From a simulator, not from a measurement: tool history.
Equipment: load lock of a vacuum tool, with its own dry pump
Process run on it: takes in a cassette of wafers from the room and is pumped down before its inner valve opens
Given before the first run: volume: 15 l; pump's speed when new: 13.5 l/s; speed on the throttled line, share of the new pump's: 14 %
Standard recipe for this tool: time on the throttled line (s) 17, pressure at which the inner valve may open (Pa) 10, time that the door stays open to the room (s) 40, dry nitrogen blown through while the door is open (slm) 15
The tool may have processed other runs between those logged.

| run | day | time on the throttled line (s) | pressure at which the inner valve may open (Pa) | time that the door stays open to the room (s) | dry nitrogen blown through while the door is open (slm) | incoming humidity of the room's air, % | time from the closed door until the inner valve may open (s) | rise of the pressure with all valves shut (Pa/min) |
|---|---|---|---|---|---|---|---|---|
| 1 | 0 | 17 | 10 | 40 | 15 | 44.9 | 25.8 | 0.072 |
| 2 | 3.642 | 17 | 10 | 169 | 15 | 44.2 | 26.3 | 0.104 |
| 3 | 7.238 | 17 | 10 | 44 | 15 | 44.8 | 25.4 | 0.073 |
| 4 | 10.875 | 17 | 10 | 44 | 15 | 46.1 | 26.1 | 0.068 |
| 5 | 13.067 | 17 | 10 | 40 | 15 | 45 | 25.9 | 0.079 |
| 6 | 16.962 | 17 | 10 | 27 | 15 | 46.7 | 25.7 | 0.067 |
| 7 | 20.704 | 17 | 10 | 40 | 15 | 46.4 | 25.5 | 0.075 |
| 8 | 22.638 | 17 | 10 | 40 | 30 | 46 | 25.7 | 0.07 |
| 9 | 26.529 | 17 | 10 | 40 | 30 | 44.2 | 26.3 | 0.069 |
| 10 | 28.971 | 17 | 13 | 40 | 21 | 42.9 | 25.9 | 0.073 |
| 11 | 31.767 | 17 | 10 | 40 | 21 | 45.5 | 26 | 0.075 |
| 12 | 33.971 | 17 | 11 | 40 | 15 | 39.5 | 25.7 | 0.085 |
| 13 | 35.838 | 13 | 14 | 87 | 6 | 46.7 | 22.4 | 0.115 |
| 14 | 37.521 | 13 | 14 | 87 | 6 | 44.5 | 22 | 0.102 |

Table of differences, measured result less the result of that run with no hidden state. Run-to-run variation is the same in both. Gauge scatter possibly is not:
The hidden state here: pump's speed, % of a new pump's; leak at the door's seal, Pa l/s; drift of the gauge itself on ready_s, %; drift of the gauge itself on rise_pa_min, %.
| run | time from the closed door until the inner valve may open (s) | rise of the pressure with all valves shut (Pa/min) |
|---|---|---|
| 1 | +0.8 | +0.032 |
| 2 | +0.9 | +0.033 |
| 3 | +0.9 | +0.034 |
| 4 | +0.9 | +0.034 |
| 5 | +0.9 | +0.035 |
| 6 | +0.9 | +0.036 |
| 7 | +0.9 | +0.037 |
| 8 | +0.9 | +0.037 |
| 9 | +0.9 | +0.038 |
| 10 | +0.9 | +0.039 |
| 11 | +0.9 | +0.04 |
| 12 | +0.9 | +0.041 |
| 13 | +1 | +0.042 |
| 14 | +1 | +0.04 |
